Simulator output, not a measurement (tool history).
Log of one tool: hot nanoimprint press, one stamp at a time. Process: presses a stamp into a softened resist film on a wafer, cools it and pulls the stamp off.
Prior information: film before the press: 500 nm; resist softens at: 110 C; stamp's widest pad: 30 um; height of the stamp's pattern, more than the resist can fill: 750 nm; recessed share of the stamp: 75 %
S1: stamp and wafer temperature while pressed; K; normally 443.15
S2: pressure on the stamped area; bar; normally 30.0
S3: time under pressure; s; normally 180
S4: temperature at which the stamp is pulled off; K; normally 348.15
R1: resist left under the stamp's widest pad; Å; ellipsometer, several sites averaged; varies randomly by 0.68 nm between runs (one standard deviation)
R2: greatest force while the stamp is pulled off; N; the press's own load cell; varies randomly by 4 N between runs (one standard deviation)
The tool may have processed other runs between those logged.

run,hour,S1,S2,S3,S4,R1,R2
1,0.0,443.15,30.0,180,348.15,2787,214
2,22.6,443.15,30.0,180,348.15,2798,222
3,42.9,443.15,30.0,180,348.15,2807,218
4,88.5,455.15,30.0,180,348.15,1456,221
5,112.0,455.15,30.0,180,348.15,1456,235
6,135.6,455.15,30.0,180,348.15,1462,234
7,162.1,455.15,30.0,180,348.15,1453,228
8,207.6,442.15,30.0,180,348.15,2940,234
9,248.9,442.15,30.0,180,348.15,2922,242
# hour 253.8: plate thermocouple calibrated
10,294.0,443.15,30.0,180,348.15,2747,251
11,315.0,443.15,30.0,180,348.15,2747,247
12,351.0,440.15,30.0,180,348.15,3166,253
13,396.6,440.15,21.9,180,348.15,3517,257
# hour 437.4: stamp cleaned and given a new release coat
14,448.6,440.15,21.9,180,348.15,3528,184
15,477.4,440.15,21.9,180,348.15,3515,191
16,516.9,436.15,37.8,196,338.15,3417,241
# hour 535.6: plate thermocouple calibrated, once more
17,553.0,438.15,31.3,248,341.15,3248,227

Estimate the outcome of run 18 from the log above:
18,585.8,448.15,22.2,180,355.15,?,?

{"run 18": {"R1": 2513, "R2": 183}}
Take away the tool's hidden state, keep the run-to-run variation as it was, and the same run would have given R1 2518 Å, R2 169 N.
